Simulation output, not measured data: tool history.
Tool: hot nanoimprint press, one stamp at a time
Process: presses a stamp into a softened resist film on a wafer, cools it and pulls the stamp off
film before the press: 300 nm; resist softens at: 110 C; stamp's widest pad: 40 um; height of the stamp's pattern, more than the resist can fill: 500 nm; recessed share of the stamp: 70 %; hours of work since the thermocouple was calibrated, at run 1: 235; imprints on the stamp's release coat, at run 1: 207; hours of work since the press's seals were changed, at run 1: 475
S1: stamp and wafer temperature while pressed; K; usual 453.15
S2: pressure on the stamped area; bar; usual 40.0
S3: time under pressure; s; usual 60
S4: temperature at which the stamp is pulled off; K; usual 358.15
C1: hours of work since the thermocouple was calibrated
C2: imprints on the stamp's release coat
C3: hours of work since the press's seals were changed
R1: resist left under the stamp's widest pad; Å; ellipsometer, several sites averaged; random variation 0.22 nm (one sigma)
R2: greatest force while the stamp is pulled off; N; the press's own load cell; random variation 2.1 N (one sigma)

run	hour	S1	S2	S3	S4	C1	C2	C3	R1	R2
1	0.0	453.15	40.0	60	358.15	235	207	475	1084	203
2	22.7	453.15	40.0	60	358.15	248	294	488	1086	203
3	40.8	453.15	40.0	60	358.15	259	364	499	1086	208
4	53.2	453.15	40.0	60	358.15	266	411	506	1085	200
5	67.9	453.15	40.0	60	358.15	275	468	515	1084	201
6	87.4	453.15	40.0	60	358.15	286	543	527	1084	201
# hour 99.9: stamp cleaned and given a new release coat
7	111.7	453.15	27.6	60	358.15	297	46	537	1301	202
8	133.8	453.15	40.0	60	358.15	310	131	550	1085	204
9	157.4	453.15	40.0	60	358.15	324	222	564	1083	204
10	177.8	453.15	31.3	60	358.15	336	300	576	1226	205
11	201.2	448.15	40.0	60	358.15	350	390	590	1279	207
12	224.2	456.15	40.0	60	358.15	364	479	604	987	208
13	243.2	456.15	40.0	60	358.15	375	552	615	986	201
# hour 248.0: plate thermocouple calibrated
# hour 256.9: stamp cleaned and given a new release coat
14	273.6	456.15	25.9	60	358.15	12	64	628	1223	202
15	284.6	456.15	25.9	60	358.15	18	106	634	1229	205
16	299.6	453.15	44.2	74	358.15	27	164	643	946	205
17	312.2	453.15	44.2	74	358.15	34	212	651	948	205
18	331.6	453.15	31.1	31	358.15	46	287	662	1563	204
19	351.2	453.15	31.1	31	358.15	57	363	674	1558	205

Forecast run 20:
20	368.6	453.15	31.1	31	358.15	68	430	684	?	?

{"run 20": {"R1": 1562, "R2": 204}}
Without the tool's hidden state the same run would have given R1 1562 Å, R2 203 N.
